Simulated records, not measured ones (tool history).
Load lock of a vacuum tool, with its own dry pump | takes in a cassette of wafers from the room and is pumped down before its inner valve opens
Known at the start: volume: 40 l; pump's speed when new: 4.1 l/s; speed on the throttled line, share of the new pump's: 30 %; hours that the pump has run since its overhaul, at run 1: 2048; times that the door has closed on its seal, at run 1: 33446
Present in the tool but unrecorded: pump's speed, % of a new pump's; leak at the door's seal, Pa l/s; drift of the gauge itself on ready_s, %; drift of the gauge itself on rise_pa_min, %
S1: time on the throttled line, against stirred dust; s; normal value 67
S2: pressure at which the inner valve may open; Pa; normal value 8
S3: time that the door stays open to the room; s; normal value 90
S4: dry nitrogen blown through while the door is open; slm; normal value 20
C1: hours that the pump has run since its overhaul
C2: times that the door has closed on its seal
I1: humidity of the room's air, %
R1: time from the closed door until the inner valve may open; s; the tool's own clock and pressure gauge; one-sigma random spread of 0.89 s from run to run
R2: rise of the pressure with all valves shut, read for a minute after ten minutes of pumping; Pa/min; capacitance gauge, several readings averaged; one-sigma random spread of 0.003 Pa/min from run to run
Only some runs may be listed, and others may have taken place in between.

run 1 hour=0 | S1=67 S2=8 S3=90 S4=20 | C1=2048 C2=33446 | I1=46.3 | R1=139.9 R2=0.13
run 2 hour=231.5 | S1=67 S2=8 S3=90 S4=20 | C1=2280 C2=34417 | I1=44.5 | R1=140.5 R2=0.133
run 3 hour=480.5 | S1=67 S2=8 S3=90 S4=20 | C1=2529 C2=35462 | I1=45 | R1=142 R2=0.141
run 4 hour=868.7 | S1=67 S2=8 S3=90 S4=20 | C1=2917 C2=37090 | I1=46.1 | R1=141.4 R2=0.145
run 5 hour=1064.4 | S1=67 S2=8 S3=90 S4=20 | C1=3113 C2=37912 | I1=47.5 | R1=140 R2=0.156
run 6 hour=1481.8 | S1=67 S2=8 S3=90 S4=20 | C1=3530 C2=39662 | I1=43.1 | R1=140.8 R2=0.156
run 7 hour=1843.2 | S1=67 S2=8 S3=90 S4=20 | C1=3892 C2=41178 | I1=42.5 | R1=143.2 R2=0.161
run 8 hour=2283.6 | S1=67 S2=8 S3=90 S4=20 | C1=4332 C2=43026 | I1=51 | R1=142.7 R2=0.176
run 9 hour=2489.2 | S1=67 S2=8 S3=90 S4=20 | C1=4538 C2=43888 | I1=44.3 | R1=140.5 R2=0.18
run 10 hour=2936.5 | S1=67 S2=8 S3=90 S4=20 | C1=4985 C2=45765 | I1=46.9 | R1=145.3 R2=0.189
run 11 hour=3366.8 | S1=67 S2=8 S3=90 S4=20 | C1=5415 C2=47569 | I1=46 | R1=142.4 R2=0.2
run 12 hour=3819.5 | S1=67 S2=8 S3=90 S4=20 | C1=5868 C2=49469 | I1=46 | R1=144.1 R2=0.205
run 13 hour=4098.5 | S1=67 S2=8 S3=90 S4=20 | C1=6147 C2=50639 | I1=47.3 | R1=143.3 R2=0.218
run 14 hour=4550.3 | S1=67 S2=8 S3=90 S4=20 | C1=6599 C2=52534 | I1=45.4 | R1=143.8 R2=0.227
run 15 hour=4810.6 | S1=57 S2=8 S3=90 S4=7 | C1=6859 C2=53626 | I1=46.2 | R1=137.6 R2=0.258
run 16 hour=5195.9 | S1=57 S2=8 S3=90 S4=7 | C1=7244 C2=55242 | I1=42.6 | R1=137.5 R2=0.259
run 17 hour=5529 | S1=57 S2=8 S3=90 S4=7 | C1=7577 C2=56640 | I1=41.4 | R1=139.1 R2=0.271
-- hour=5849.4 door's seal changed, seat wiped
run 18 hour=5849.4 | S1=70 S2=8 S3=184 S4=10 | C1=7896 C2=0 | I1=43.9 | R1=147.8 R2=0.054
run 19 hour=6301.5 | S1=96 S2=11 S3=90 S4=5 | C1=8348 C2=1897 | I1=40.7 | R1=163.5 R2=0.046
run 20 hour=6561 | S1=113 S2=16 S3=90 S4=5 | C1=8608 C2=2985 | I1=44.1 | R1=169.1 R2=0.047
run 21 hour=6834.6 | S1=35 S2=9 S3=90 S4=20 | C1=8881 C2=4133 | I1=46.6 | R1=124.1 R2=0.034
run 22 hour=7140.3 | S1=35 S2=14 S3=90 S4=20 | C1=9187 C2=5416 | I1=49.6 | R1=120.7 R2=0.033
run 23 hour=7422.1 | S1=35 S2=8 S3=90 S4=20 | C1=9469 C2=6598 | I1=46.4 | R1=125.4 R2=0.035
run 24 hour=7756.4 | S1=54 S2=7 S3=42 S4=9 | C1=9803 C2=8000 | I1=45.1 | R1=141.9 R2=0.043
run 25 hour=8219.6 | S1=67 S2=8 S3=110 S4=14 | C1=10266 C2=9943 | I1=48.7 | R1=149.3 R2=0.057
run 26 hour=8585.8 | S1=67 S2=8 S3=110 S4=14 | C1=10633 C2=11479 | I1=42.7 | R1=148.6 R2=0.056
run 27 hour=9046.6 | S1=111 S2=8 S3=90 S4=6 | C1=11094 C2=13412 | I1=41.5 | R1=176.9 R2=0.068
run 28 hour=9397.3 | S1=111 S2=8 S3=90 S4=6 | C1=11444 C2=14883 | I1=42.9 | R1=181.2 R2=0.073

For some of the steps in R1 from one run to the next: how much would appear even if the tool had no hidden state, given the settings, what came in and random variation, and how much remains for the hidden state plus any gauge scatter that the measured result and the result without hidden state don't share?
Run 20 -> 21: S1 113 -> 35, S2 16 -> 9, S4 5 -> 20. R1 -45 s: hidden state +3.4, all else -48.4.
Run 26 -> 27: S1 67 -> 111, S3 110 -> 90, S4 14 -> 6. R1 +28.3 s: hidden state -1.2, all else +29.5.

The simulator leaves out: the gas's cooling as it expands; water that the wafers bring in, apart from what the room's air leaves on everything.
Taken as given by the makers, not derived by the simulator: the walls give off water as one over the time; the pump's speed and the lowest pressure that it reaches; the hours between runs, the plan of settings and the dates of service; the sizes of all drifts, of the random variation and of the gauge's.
